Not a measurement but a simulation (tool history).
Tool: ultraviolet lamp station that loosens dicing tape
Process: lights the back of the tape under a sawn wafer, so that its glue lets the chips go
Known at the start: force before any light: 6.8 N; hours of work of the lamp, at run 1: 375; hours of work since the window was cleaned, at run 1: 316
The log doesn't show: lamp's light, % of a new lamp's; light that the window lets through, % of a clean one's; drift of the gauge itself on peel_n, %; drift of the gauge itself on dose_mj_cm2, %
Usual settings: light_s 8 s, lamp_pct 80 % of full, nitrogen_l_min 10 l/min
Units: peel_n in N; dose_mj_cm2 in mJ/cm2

run,hour,light_s,lamp_pct,nitrogen_l_min,hours of work of the lamp,hours of work since the window was cleaned,peel_n,dose_mj_cm2
1,0,8,80,10,375,316,0.894,155
2,47,8,80,10,396,338,0.947,156
3,77,8,80,10,410,352,1.016,155
# hour 128.9: window cleaned of glue's vapour
4,132.4,8,80,10,435,2,0.69,187
5,160.5,8,80,10,448,14,0.72,181
6,220.7,8,80,10,475,42,0.743,179
7,282.1,8,80,10,504,70,0.783,174
8,336.7,8,80,18,529,95,0.565,172
9,379.2,8,80,18,548,115,0.625,166
10,443.1,8,80,18,577,144,0.63,164
11,492.3,8,67,10,600,167,1.279,133
12,556.2,8,67,10,629,196,1.382,135
13,588.2,10,60,6,644,211,1.452,146
14,651.3,8,80,5,673,239,1.559,146
15,700.8,4,62,8,696,262,3.594,60
16,758,12,88,19,722,288,0.234,234
17,811.3,12,88,19,746,313,0.265,228
18,852.4,8,84,10,765,332,1.104,143
19,896.8,15,90,4,785,352,0.529,284

5 ways to go on from here, each from the tool as it stands after run 19. What would each give?
A,936.7,8,100,11,804,370,?,?
B,936.7,10,92,17,804,370,?,?
C,936.7,7,92,4,804,370,?,?
D,936.7,7,61,4,804,370,?,?
E,936.7,16,80,10,804,370,?,?

run,peel_n,dose_mj_cm2
A,0.814,164
B,0.485,192
C,1.943,133
D,3.079,89
E,0.281,263
Without the tool's hidden state the same runs would have given:
run,peel_n,dose_mj_cm2
A,0.256,263
B,0.143,307
C,0.947,212
D,1.891,142
E,0.079,421
